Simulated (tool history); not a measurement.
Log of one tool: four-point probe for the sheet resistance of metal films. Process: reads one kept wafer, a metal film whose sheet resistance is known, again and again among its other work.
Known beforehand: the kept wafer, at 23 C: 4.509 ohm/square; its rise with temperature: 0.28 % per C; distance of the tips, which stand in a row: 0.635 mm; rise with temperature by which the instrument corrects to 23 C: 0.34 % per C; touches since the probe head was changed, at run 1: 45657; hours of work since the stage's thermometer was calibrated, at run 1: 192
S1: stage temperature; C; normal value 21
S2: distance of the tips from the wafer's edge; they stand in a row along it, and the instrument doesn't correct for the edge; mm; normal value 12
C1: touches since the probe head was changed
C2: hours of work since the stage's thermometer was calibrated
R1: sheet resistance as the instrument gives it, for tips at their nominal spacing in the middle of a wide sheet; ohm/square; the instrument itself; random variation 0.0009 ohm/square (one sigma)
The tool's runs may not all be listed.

run	hour	S1	S2	C1	C2	R1
1	0	21	12	45657	192	4.482291
2	12.2	28	12	46497	201	4.465567
3	26.4	21	12	47472	212	4.482117
4	48.4	21	12	48984	230	4.481346
5	61.9	21	12	49914	240	4.479415
6	84.2	21	12	51450	258	4.47792
7	95	22	12	52191	266	4.473397
8	117.9	22	12	53762	284	4.472671
9	134.6	22	12	54912	297	4.472486
10	150.5	32	12	56004	310	4.446421
11	160.2	32	12	56676	317	4.446849
12	171.6	32	12	57457	326	4.444451
13	182.1	32	12	58179	335	4.442853
14	204	21	12	59686	352	4.469742
15	226.6	21	12	61240	370	4.469213
16	247.2	21	11	62654	386	4.468135
17	263.2	21	12	63755	398	4.465423
18	273.9	21	13	64492	407	4.465132
19	292.8	21	13	65789	422	4.463763
20	311.3	21	12	67062	436	4.463387
21	332.8	19	12	68543	453	4.467421
22	348.9	19	12	69649	466	4.464922
23	371.7	26	12	71216	484	4.447769
# hour 374.9: new probe head fitted
24	382.9	26	12	548	492	4.516328
25	404.2	25	51	2017	508	4.508665
26	423.8	25	51	3363	524	4.508941
27	437.3	19	16	4293	534	4.527066
28	457	23	3	5646	550	4.616939
29	476	18	4	6955	565	4.584478
30	493.4	32	6	8149	579	4.512115
31	514.6	20	12	9605	595	4.522955
32	527	33	7	10459	605	4.501522
33	542.2	31	24	11507	617	4.48672
34	556.5	24	10	12490	628	4.51204
35	575.4	22	3	13789	643	4.612334
36	588.3	34	3	14678	653	4.58068
37	610.1	34	3	16176	670	4.57936
38	624.6	21	13	17170	682	4.511588
39	645.9	30	6	18639	698	4.506003
40	662	25	9	19743	711	4.504439
41	673.6	28	64	20540	720	4.484768
42	684.8	28	64	21314	729	4.485092
43	699.7	22	43	22336	741	4.498514
44	718.4	22	43	23621	755	4.49503
45	738.3	24	7	24993	771	4.508109
46	760.8	20	25	26536	789	4.49979

Hidden state or all else? Some run-to-run changes of R1, split into what the settings, what came in and random variation would give without the hidden state, and what is left for the hidden state (with any gauge scatter that isn't in both results):
Hidden state at play: inner tips' distance over the nominal, %; tips' flats over new ones', %; wafer's true temperature over the reading, C; drift of the gauge itself on sheet_ohm, %.
Run 7 -> 8: no setting changed, nothing entered. R1 -0.000726 ohm/square: hidden state -0.00164, all else +0.000914.
Run 13 -> 14: S1 32 -> 21. R1 +0.026889 ohm/square: hidden state -0.001713, all else +0.028602.
Run 23 -> 24: new probe head fitted. R1 +0.068559 ohm/square: hidden state +0.068948, all else -0.000389.
Run 27 -> 28: S1 19 -> 23, S2 16 -> 3. R1 +0.089873 ohm/square: hidden state -0.001238, all else +0.091111.
Run 29 -> 30: S1 18 -> 32, S2 4 -> 6. R1 -0.072363 ohm/square: hidden state -0.001197, all else -0.071166.
Run 34 -> 35: S1 24 -> 22, S2 10 -> 3. R1 +0.100294 ohm/square: hidden state -0.00138, all else +0.101674.
